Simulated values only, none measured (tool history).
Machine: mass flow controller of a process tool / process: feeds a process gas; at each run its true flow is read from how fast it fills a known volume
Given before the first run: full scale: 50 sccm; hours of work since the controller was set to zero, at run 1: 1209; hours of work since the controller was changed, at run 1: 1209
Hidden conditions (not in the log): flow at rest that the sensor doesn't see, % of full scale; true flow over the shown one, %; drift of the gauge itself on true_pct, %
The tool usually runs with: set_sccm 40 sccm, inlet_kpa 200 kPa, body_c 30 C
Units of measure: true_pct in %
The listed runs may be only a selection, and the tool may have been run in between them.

run,hour,set_sccm,inlet_kpa,body_c,hours of work since the controller was set to zero,hours of work since the controller was changed,true_pct
1,0.0,40,200,30,1209,1209,99.31
2,119.6,40,200,30,1301,1301,99.40
3,220.5,40,200,22,1379,1379,100.29
4,304.7,40,200,22,1445,1445,100.27
5,387.7,40,200,22,1509,1509,100.27
6,467.5,40,200,22,1571,1571,100.25
7,651.0,40,200,30,1713,1713,99.27
8,735.6,40,200,30,1779,1779,99.25
9,823.2,40,200,30,1846,1846,99.30
10,928.5,23,200,30,1928,1928,98.79
11,1098.7,40,200,30,2060,2060,99.28
12,1179.0,5,200,30,2122,2122,96.26
13,1358.2,5,200,30,2261,2261,96.12
14,1515.6,5,200,30,2383,2383,96.00
15,1654.2,32,200,39,2490,2490,98.00
16,1747.4,9,147,34,2562,2562,97.23
17,1874.8,45,147,34,2661,2661,99.26
18,2036.1,5,195,24,2786,2786,96.29
19,2152.3,29,159,32,2876,2876,98.99
20,2317.0,29,159,27,3004,3004,99.54
21,2484.6,6,245,30,3134,3134,95.54
22,2638.2,14,170,22,3253,3253,99.07
23,2772.3,13,156,30,3356,3356,98.01
24,2891.9,13,156,30,3449,3449,97.94
25,3083.1,6,183,27,3597,3597,95.91
26,3275.8,13,160,20,3747,3747,98.94
27,3393.0,5,200,30,3837,3837,94.35

The logged runs with the hidden state left out (each run's random variation unchanged):
run,true_pct
1,99.28
2,99.38
3,100.27
4,100.25
5,100.25
6,100.23
7,99.27
8,99.25
9,99.30
10,99.05
11,99.30
12,98.87
13,98.89
14,98.92
15,98.15
16,98.79
17,99.25
18,99.67
19,99.23
20,99.80
21,98.60
22,100.16
23,99.26
24,99.23
25,99.42
26,100.33
27,98.92
